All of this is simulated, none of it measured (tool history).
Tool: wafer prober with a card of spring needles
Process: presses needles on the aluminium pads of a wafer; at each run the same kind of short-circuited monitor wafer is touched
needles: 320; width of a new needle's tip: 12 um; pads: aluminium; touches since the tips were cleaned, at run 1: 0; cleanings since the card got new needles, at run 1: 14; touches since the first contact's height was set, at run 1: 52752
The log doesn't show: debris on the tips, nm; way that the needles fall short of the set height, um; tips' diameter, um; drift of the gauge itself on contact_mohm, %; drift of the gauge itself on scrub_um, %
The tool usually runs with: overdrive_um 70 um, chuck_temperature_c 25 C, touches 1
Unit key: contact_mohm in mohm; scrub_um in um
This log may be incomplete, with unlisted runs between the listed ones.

run	hour	overdrive_um	chuck_temperature_c	touches	touches since the tips were cleaned	cleanings since the card got new needles	touches since the first contact's height was set	contact_mohm	scrub_um
1	0	70	25	1	0	14	52752	132	13.82
2	4.1	70	25	1	1476	14	54228	151	13.81
3	11	84	25	1	3945	14	56697	152	16.63
4	18.6	84	25	1	6668	14	59420	155	16.59
# hour 22.7: tips cleaned on abrasive film
5	25.5	84	25	1	982	15	61866	167	16.54
6	31.5	84	25	1	3141	15	64025	159	16.54
7	39.3	70	33	1	5970	15	66854	166	13.75
# hour 45.5: tips cleaned on abrasive film
8	47.3	63	33	1	653	16	69673	150	12.32
# hour 53.4: height of the first contact set anew
9	57.6	63	33	1	4243	16	1481	169	12.6
10	67.2	63	33	1	7692	16	4930	172	12.61
# hour 68.5: tips cleaned on abrasive film
11	77.1	63	33	1	3101	17	8467	167	12.57
12	82.2	63	33	1	4933	17	10299	169	12.53
# hour 84.4: tips cleaned on abrasive film, once more
13	90.3	63	33	1	2140	18	13177	164	12.57
14	95.1	63	33	1	3856	18	14893	169	12.53
15	102.9	70	98	1	6655	18	17692	170	13.94
# hour 106.6: tips cleaned on abrasive film
16	111.1	70	98	1	1584	19	20598	163	13.92
17	118.6	59	77	2	4303	19	23317	165	11.74
18	126.9	51	55	1	7275	19	26289	196	10.12
# hour 128.9: tips cleaned on abrasive film
19	131.2	60	32	1	847	20	27816	152	11.88
20	141.2	60	32	1	4418	20	31387	178	11.89
21	146.3	60	32	1	6268	20	33237	176	11.89
# hour 151.4: tips cleaned on abrasive film
22	153.1	60	32	1	596	21	35626	149	11.84
23	159.2	70	86	2	2792	21	37822	157	13.84
24	168.9	70	86	2	6285	21	41315	160	13.88
# hour 173.9: tips cleaned on abrasive film
25	177.7	70	86	2	1333	22	44427	149	13.84
26	183.9	70	45	1	3597	22	46691	164	13.85
27	191.9	87	40	2	6447	22	49541	144	17.24
# hour 196.3: tips cleaned on abrasive film
28	200.2	87	40	2	1426	23	52511	139	17.21
29	210.2	70	25	2	5010	23	56095	152	13.77

Measured result minus the same run's result without the hidden state. Both carry the same run-to-run variation, though not necessarily the same gauge scatter:
run	contact_mohm	scrub_um
1	+3	-0.16
2	+23	-0.16
3	+26	-0.17
4	+27	-0.16
5	+39	-0.2
6	+31	-0.2
7	+38	-0.21
8	+19	-0.23
9	+39	+0
10	+41	+0
11	+36	-0.01
12	+40	-0.02
13	+33	-0.04
14	+39	-0.04
15	+32	-0.04
16	+22	-0.05
17	+25	-0.06
18	+57	-0.06
19	+22	-0.08
20	+45	-0.08
21	+45	-0.08
22	+16	-0.1
23	+18	-0.1
24	+21	-0.1
25	+12	-0.13
26	+33	-0.13
27	+16	-0.13
28	+10	-0.16
29	+23	-0.16
